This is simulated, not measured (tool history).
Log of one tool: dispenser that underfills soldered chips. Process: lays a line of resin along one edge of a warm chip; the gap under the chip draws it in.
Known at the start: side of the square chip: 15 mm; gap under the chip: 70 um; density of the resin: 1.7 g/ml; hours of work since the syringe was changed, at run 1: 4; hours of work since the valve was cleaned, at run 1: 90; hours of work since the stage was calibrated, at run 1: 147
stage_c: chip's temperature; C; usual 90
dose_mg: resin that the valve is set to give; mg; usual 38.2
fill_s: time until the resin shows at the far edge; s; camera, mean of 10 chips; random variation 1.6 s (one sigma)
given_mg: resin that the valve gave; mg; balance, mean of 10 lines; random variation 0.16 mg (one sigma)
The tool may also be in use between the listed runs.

run   hour  stage_c  dose_mg  hours of work since the syringe was changed  hours of work since the valve was cleaned  hours of work since the stage was calibrated  fill_s  given_mg
  1      0       90     38.2                                            4                                         90                                           147   219.4     35.11
  2    2.7       90     38.2                                            6                                         92                                           149   248.1      35.1
       3.3  -- new syringe of resin
  3    6.8       90     38.2                                            2                                         95                                           152   199.9     35.11
  4    9.8       98     38.2                                            5                                         97                                           154   185.2     35.01
      12.8  -- new syringe of resin
  5   13.9       98     46.4                                            1                                        100                                           157   137.2     42.01
  6   17.7       98       48                                            3                                        102                                           159   161.1     43.71
  7   20.9       98       48                                            6                                        104                                           162   183.5     43.53
      22.5  -- new syringe of resin
      27.1  -- dispensing valve cleaned and set on the balance
  8   27.1       81     38.2                                            2                                          0                                           165   244.7     38.17
  9   30.5       86     38.2                                            5                                          2                                           168   245.9     38.24
      32.9  -- new syringe of resin
 10   35.9       90     38.2                                            2                                          6                                           171   186.3     38.13
 11   41.4       82     38.2                                            6                                         10                                           175   310.2     38.22
      42.6  -- new syringe of resin
 12   47.3       82     38.2                                            3                                         14                                           179   255.5     37.74
      52.1  -- new syringe of resin
 13   53.5       82     38.2                                            1                                         18                                           183   220.6     37.68
 14   58.8       99     38.2                                            5                                         22                                           187   170.8     37.55
      61.6  -- new syringe of resin
 15   64.7       99     38.2                                            2                                         26                                           191   145.5     37.35
 16   70.3       90     42.1                                            6                                         30                                           195     238      41.1
        71  -- new syringe of resin
 17   75.5       90     34.4                                            3                                         33                                           198   207.9     33.82
 18   78.8       97     38.2                                            5                                         35                                           200   190.7     37.19
      80.6  -- new syringe of resin
 19     85       97     38.2                                            3                                         39                                           205   168.3      36.9
 20   88.7       97     38.2                                            6                                         42                                           207   197.8     36.82
        90  -- new syringe of resin
 21   92.9       81     42.2                                            2                                         45                                           210   242.3     40.68
 22   98.8       81     42.2                                            6                                         49                                           214   320.2     40.81
      99.6  -- new syringe of resin
 23  103.9       85     36.5                                            3                                         52                                           218   238.6     34.67
 24  106.8       98     40.1                                            5                                         54                                           220   186.7     38.35
     109.4  -- new syringe of resin
 25  112.4       75     49.5                                            2                                         58                                           223   292.5     47.05
     118.8  -- new syringe of resin
 26  118.8       75     49.5                                            0                                         62                                           228   256.7      47.1
 27  121.9       76     46.7                                            2                                         65                                           230   294.2     43.98
 28  127.8       76     46.7                                            6                                         69                                           234     372     44.08
     128.7  -- new syringe of resin
 29  132.7       98     40.2                                            3                                         72                                           237     154     37.48
 30    136       87     38.3                                            5                                         74                                           239   255.5     36.21
     138.3  -- new syringe of resin
 31  140.1       84     41.9                                            1                                         77                                           242   210.6     39.25
 32  145.7       93     46.2                                            5                                         81                                           246   205.1     43.26
     147.7  -- new syringe of resin
 33  151.9       97     33.1                                            3                                         85                                           250   173.2     30.81
     157.3  -- new syringe of resin
 34  157.6       97     33.1                                            0                                         89                                           254     148     30.68
 35  163.8      104     35.7                                            5                                         93                                           258   154.9     32.78
     166.8  -- new syringe of resin
 36  170.8      105     32.6                                            3                                         98                                           263   141.3     29.99

How the hidden state differs across the entries between the runs, from the last listed run before each to the first after it:
Between runs 2 and 3: new syringe of resin (hour 3.3)
  resin's viscosity, % of fresh resin's: 152.2 -> 120.5; dose that the valve gives, % of what is set: 91.76 -> 91.53; true chip temperature over the reading, C: -1.19 -> -1.21
  measured less the result without the state, fill_s: +94 -> +43.1 s; given_mg: -3.15 -> -3.24 mg
Between runs 4 and 5: new syringe of resin (hour 12.8)
  resin's viscosity, % of fresh resin's: 138.5 -> 106.8; dose that the valve gives, % of what is set: 91.34 -> 91.11; true chip temperature over the reading, C: -1.23 -> -1.24
  measured less the result without the state, fill_s: +58.7 -> +14.3 s; given_mg: -3.31 -> -4.11 mg
Between runs 7 and 8: new syringe of resin (hour 22.5); dispensing valve cleaned and set on the balance (hour 27.1)
  resin's viscosity, % of fresh resin's: 148 -> 115.9; dose that the valve gives, % of what is set: 90.67 -> 100.35; true chip temperature over the reading, C: -1.28 -> -1.3
  measured less the result without the state, fill_s: +64.9 -> +41.8 s; given_mg: -4.48 -> +0.13 mg
Between runs 9 and 10: new syringe of resin (hour 32.9)
  resin's viscosity, % of fresh resin's: 135.6 -> 115.3; dose that the valve gives, % of what is set: 100.16 -> 99.82; true chip temperature over the reading, C: -1.31 -> -1.34
  measured less the result without the state, fill_s: +71.6 -> +31.1 s; given_mg: +0.06 -> -0.07 mg
Between runs 11 and 12: new syringe of resin (hour 42.6)
  resin's viscosity, % of fresh resin's: 149.3 -> 123.7; dose that the valve gives, % of what is set: 99.45 -> 99.11; true chip temperature over the reading, C: -1.36 -> -1.39
  measured less the result without the state, fill_s: +111.1 -> +57.8 s; given_mg: -0.21 -> -0.34 mg
Between runs 12 and 13: new syringe of resin (hour 52.1)
  resin's viscosity, % of fresh resin's: 123.7 -> 105.5; dose that the valve gives, % of what is set: 99.11 -> 98.73; true chip temperature over the reading, C: -1.39 -> -1.42
  measured less the result without the state, fill_s: +57.8 -> +20.9 s; given_mg: -0.34 -> -0.48 mg
Between runs 14 and 15: new syringe of resin (hour 61.6)
  resin's viscosity, % of fresh resin's: 135.2 -> 114.4; dose that the valve gives, % of what is set: 98.4 -> 98.03; true chip temperature over the reading, C: -1.45 -> -1.47
  measured less the result without the state, fill_s: +49.8 -> +24 s; given_mg: -0.61 -> -0.75 mg
Between runs 16 and 17: new syringe of resin (hour 71)
  resin's viscosity, % of fresh resin's: 148.7 -> 123.1; dose that the valve gives, % of what is set: 97.66 -> 97.37; true chip temperature over the reading, C: -1.5 -> -1.52
  measured less the result without the state, fill_s: +85.1 -> +47.7 s; given_mg: -0.99 -> -0.91 mg
Between runs 18 and 19: new syringe of resin (hour 80.6)
  resin's viscosity, % of fresh resin's: 143.6 -> 124; dose that the valve gives, % of what is set: 97.16 -> 96.81; true chip temperature over the reading, C: -1.54 -> -1.56
  measured less the result without the state, fill_s: +64.3 -> +39.4 s; given_mg: -1.09 -> -1.22 mg
Between runs 20 and 21: new syringe of resin (hour 90)
  resin's viscosity, % of fresh resin's: 147.5 -> 114.6; dose that the valve gives, % of what is set: 96.56 -> 96.34; true chip temperature over the reading, C: -1.58 -> -1.6
  measured less the result without the state, fill_s: +70.4 -> +42.1 s; given_mg: -1.31 -> -1.55 mg
Between runs 22 and 23: new syringe of resin (hour 99.6)
  resin's viscosity, % of fresh resin's: 151 -> 123; dose that the valve gives, % of what is set: 95.95 -> 95.65; true chip temperature over the reading, C: -1.62 -> -1.65
  measured less the result without the state, fill_s: +119.8 -> +56.3 s; given_mg: -1.72 -> -1.58 mg
Between runs 24 and 25: new syringe of resin (hour 109.4)
  resin's viscosity, % of fresh resin's: 140.6 -> 115.8; dose that the valve gives, % of what is set: 95.47 -> 95.16; true chip temperature over the reading, C: -1.66 -> -1.69
  measured less the result without the state, fill_s: +61 -> +53.9 s; given_mg: -1.81 -> -2.39 mg
Between runs 25 and 26: new syringe of resin (hour 118.8)
  resin's viscosity, % of fresh resin's: 115.8 -> 101.3; dose that the valve gives, % of what is set: 95.16 -> 94.78; true chip temperature over the reading, C: -1.69 -> -1.72
  measured less the result without the state, fill_s: +53.9 -> +17.6 s; given_mg: -2.39 -> -2.6 mg
Between runs 28 and 29: new syringe of resin (hour 128.7)
  resin's viscosity, % of fresh resin's: 153.9 -> 119.7; dose that the valve gives, % of what is set: 94.2 -> 93.92; true chip temperature over the reading, C: -1.76 -> -1.78
  measured less the result without the state, fill_s: +144.5 -> +33 s; given_mg: -2.72 -> -2.43 mg
Between runs 30 and 31: new syringe of resin (hour 138.3)
  resin's viscosity, % of fresh resin's: 139.7 -> 107.3; dose that the valve gives, % of what is set: 93.71 -> 93.5; true chip temperature over the reading, C: -1.79 -> -1.81
  measured less the result without the state, fill_s: +84.8 -> +26.7 s; given_mg: -2.43 -> -2.73 mg
Between runs 32 and 33: new syringe of resin (hour 147.7)
  resin's viscosity, % of fresh resin's: 139.2 -> 120.9; dose that the valve gives, % of what is set: 93.15 -> 92.81; true chip temperature over the reading, C: -1.84 -> -1.87
  measured less the result without the state, fill_s: +66.5 -> +41.5 s; given_mg: -3.18 -> -2.38 mg
Between runs 33 and 34: new syringe of resin (hour 157.3)
  resin's viscosity, % of fresh resin's: 120.9 -> 101.3; dose that the valve gives, % of what is set: 92.81 -> 92.47; true chip temperature over the reading, C: -1.87 -> -1.9
  measured less the result without the state, fill_s: +41.5 -> +13.8 s; given_mg: -2.38 -> -2.5 mg
Between runs 35 and 36: new syringe of resin (hour 166.8)
  resin's viscosity, % of fresh resin's: 135.2 -> 119.8; dose that the valve gives, % of what is set: 92.03 -> 91.63; true chip temperature over the reading, C: -1.93 -> -1.96
  measured less the result without the state, fill_s: +49 -> +33.7 s; given_mg: -2.84 -> -2.74 mg
